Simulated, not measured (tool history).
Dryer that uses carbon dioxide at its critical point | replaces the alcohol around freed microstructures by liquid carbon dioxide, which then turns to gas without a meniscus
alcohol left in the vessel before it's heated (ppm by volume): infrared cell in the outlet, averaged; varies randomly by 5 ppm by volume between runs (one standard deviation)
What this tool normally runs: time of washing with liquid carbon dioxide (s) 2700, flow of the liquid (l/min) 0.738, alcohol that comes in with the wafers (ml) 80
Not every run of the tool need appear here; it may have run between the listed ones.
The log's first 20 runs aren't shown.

run   hour  time of washing with liquid carbon dioxide (s)  flow of the liquid (l/min)  alcohol that comes in with the wafers (ml)  alcohol left in the vessel before it's heated (ppm by volume)
 21  151.4                                            2340                       0.738                                          40                                                             44
 22  156.9                                            2340                        0.92                                          55                                                             46
 23  167.3                                            2700                       0.495                                         116                                                            154
 24  175.9                                            2280                       0.832                                          80                                                             53
 25  182.2                                            2100                       0.474                                         100                                                            451
 26  193.4                                            1980                       1.197                                         108                                                             52
 27  202.1                                            2160                       0.592                                          99                                                            171
 28  212.4                                            1980                       0.999                                         109                                                             50
 29  218.8                                            1980                       0.999                                         109                                                             61
 30  225.3                                            4080                       0.644                                          58                                                             44
 31  236.7                                            4080                       0.644                                          58                                                             48
 32  241.8                                            4080                        0.49                                          58                                                             62
 33  250.2                                            3660                       0.699                                          94                                                             46
 34  261.6                                            3660                       0.699                                          50                                                             38
 35  271.1                                            2940                       0.477                                          23                                                             72
 36  281.4                                            2940                       0.457                                          23                                                             72

Each row is a separate what-if for the run after 36, all from the same tool condition, not one after another. Results?
  A  286.7                                            2880                       0.457                                          70                                                              ?
  B  286.7                                            1620                       0.455                                          36                                                              ?
  C  286.7                                            1740                       0.782                                          22                                                              ?
  D  286.7                                            3120                       0.632                                          80                                                              ?
  E  286.7                                            1740                       0.757                                          35                                                              ?

run  alcohol left in the vessel before it's heated (ppm by volume)
  A                                                            127
  B                                                            493
  C                                                             70
  D                                                             58
  E                                                             91
Stripped of hidden state, with their random variation kept, the same runs would have yielded:
run  alcohol left in the vessel before it's heated (ppm by volume)
  A                                                             70
  B                                                            412
  C                                                             22
  D                                                             12
  E                                                             41

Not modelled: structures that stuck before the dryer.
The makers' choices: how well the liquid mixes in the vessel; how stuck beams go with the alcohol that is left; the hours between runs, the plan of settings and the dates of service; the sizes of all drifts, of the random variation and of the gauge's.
